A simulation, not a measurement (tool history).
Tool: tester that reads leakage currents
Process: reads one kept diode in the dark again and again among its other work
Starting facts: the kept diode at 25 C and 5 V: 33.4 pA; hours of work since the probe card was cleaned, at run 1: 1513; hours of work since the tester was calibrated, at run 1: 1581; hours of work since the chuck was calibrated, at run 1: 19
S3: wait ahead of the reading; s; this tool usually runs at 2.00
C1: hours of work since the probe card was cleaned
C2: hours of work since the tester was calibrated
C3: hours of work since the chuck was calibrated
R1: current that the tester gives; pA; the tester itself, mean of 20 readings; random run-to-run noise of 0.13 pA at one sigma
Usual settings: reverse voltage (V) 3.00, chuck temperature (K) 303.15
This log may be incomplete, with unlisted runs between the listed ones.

Run 1, hour 0.0: usual settings; C1 1513; C2 1581; C3 19. Result: R1 38.81 pA.
Run 2, hour 31.0: usual settings but S3 2.83 s; C1 1532; C2 1600; C3 38. Result: R1 38.74 pA.
Run 3, hour 61.4: usual settings but chuck temperature (K) 304.15; C1 1550; C2 1619; C3 57. Result: R1 41.94 pA.
Run 4, hour 127.1: usual settings but chuck temperature (K) 304.15; C1 1590; C2 1659; C3 97. Result: R1 41.84 pA.
Run 5, hour 170.4: usual settings but chuck temperature (K) 304.15; C1 1616; C2 1685; C3 123. Result: R1 41.83 pA.
Run 6, hour 243.1: usual settings but chuck temperature (K) 304.15; C1 1661; C2 1729; C3 167. Result: R1 41.74 pA.
Run 7, hour 288.5: usual settings but reverse voltage (V) 1.44; C1 1688; C2 1757; C3 194. Result: R1 25.64 pA.
Run 8, hour 342.3: usual settings but reverse voltage (V) 1.44; C1 1721; C2 1789; C3 227. Result: R1 25.77 pA.
Run 9, hour 396.4: usual settings but reverse voltage (V) 14.72; C1 1754; C2 1822; C3 260. Result: R1 93.80 pA.
Run 10, hour 446.4: usual settings but reverse voltage (V) 14.72; C1 1784; C2 1852; C3 290. Result: R1 94.19 pA.
Run 11, hour 489.9: usual settings but reverse voltage (V) 14.72; C1 1810; C2 1879; C3 317. Result: R1 93.32 pA.
Run 12, hour 552.7: usual settings but S3 0.66 s; C1 1848; C2 1917; C3 355. Result: R1 39.58 pA.
Run 13, hour 598.6: usual settings but S3 0.66 s; C1 1876; C2 1945; C3 383. Result: R1 39.71 pA.
Run 14, hour 667.2: usual settings but S3 0.66 s; C1 1918; C2 1986; C3 424. Result: R1 39.84 pA.
Run 15, hour 708.8: usual settings; C1 1943; C2 2012; C3 450. Result: R1 38.50 pA.
Run 16, hour 741.2: usual settings; C1 1963; C2 2031; C3 469. Result: R1 38.81 pA.
Run 17, hour 810.4: usual settings; C1 2005; C2 2073; C3 511. Result: R1 38.58 pA.
Run 18, hour 861.8: usual settings but chuck temperature (K) 293.15; C1 2036; C2 2104; C3 542. Result: R1 17.17 pA.
Run 19, hour 932.8: usual settings but reverse voltage (V) 3.60, chuck temperature (K) 293.15; C1 2079; C2 2148; C3 585. Result: R1 19.01 pA.
Run 20, hour 979.8: usual settings; C1 2108; C2 2176; C3 614. Result: R1 38.72 pA.
Run 21, hour 1048.2: usual settings but reverse voltage (V) 14.77, S3 0.96 s; C1 2149; C2 2218; C3 655. Result: R1 96.45 pA.
Run 22, hour 1101.1: usual settings but reverse voltage (V) 14.77, S3 0.96 s; C1 2181; C2 2250; C3 688. Result: R1 97.24 pA.
Run 23, hour 1135.1: usual settings but reverse voltage (V) 14.77, S3 0.96 s; C1 2202; C2 2270; C3 708. Result: R1 96.97 pA.
Run 24, hour 1175.0: usual settings but reverse voltage (V) 14.78, chuck temperature (K) 314.15; C1 2226; C2 2295; C3 732. Result: R1 217.26 pA.
Run 25, hour 1210.8: usual settings but reverse voltage (V) 19.76, chuck temperature (K) 299.15, S3 0.63 s; C1 2248; C2 2316; C3 754. Result: R1 87.61 pA.
Run 26, hour 1273.2: usual settings but reverse voltage (V) 1.57, chuck temperature (K) 301.15, S3 1.01 s; C1 2286; C2 2354; C3 792. Result: R1 23.36 pA.
At hour 1280.0: tester calibrated.
Run 27, hour 1332.7: usual settings but reverse voltage (V) 1.49, chuck temperature (K) 301.15; C1 2321; C2 32; C3 827. Result: R1 22.50 pA.
Run 28, hour 1375.5: usual settings but reverse voltage (V) 6.30, chuck temperature (K) 301.15; C1 2347; C2 58; C3 853. Result: R1 49.88 pA.
Run 29, hour 1430.4: usual settings but reverse voltage (V) 17.16, chuck temperature (K) 300.15; C1 2380; C2 91; C3 886. Result: R1 80.45 pA.
Run 30, hour 1472.1: usual settings but reverse voltage (V) 17.16, chuck temperature (K) 300.15; C1 2405; C2 117; C3 912. Result: R1 81.07 pA.

What will run 31 give?
At hour 1533.9: probe card cleaned and baked.
Run 31, hour 1545.3: usual settings but reverse voltage (V) 11.95, chuck temperature (K) 316.15, S3 3.81 s; C1 7; C2 159; C3 954. Result: R1 ?.

{"run 31": {"R1": 222.64}}
The same run, on a tool lacking any hidden state, would have yielded R1 222.70 pA.

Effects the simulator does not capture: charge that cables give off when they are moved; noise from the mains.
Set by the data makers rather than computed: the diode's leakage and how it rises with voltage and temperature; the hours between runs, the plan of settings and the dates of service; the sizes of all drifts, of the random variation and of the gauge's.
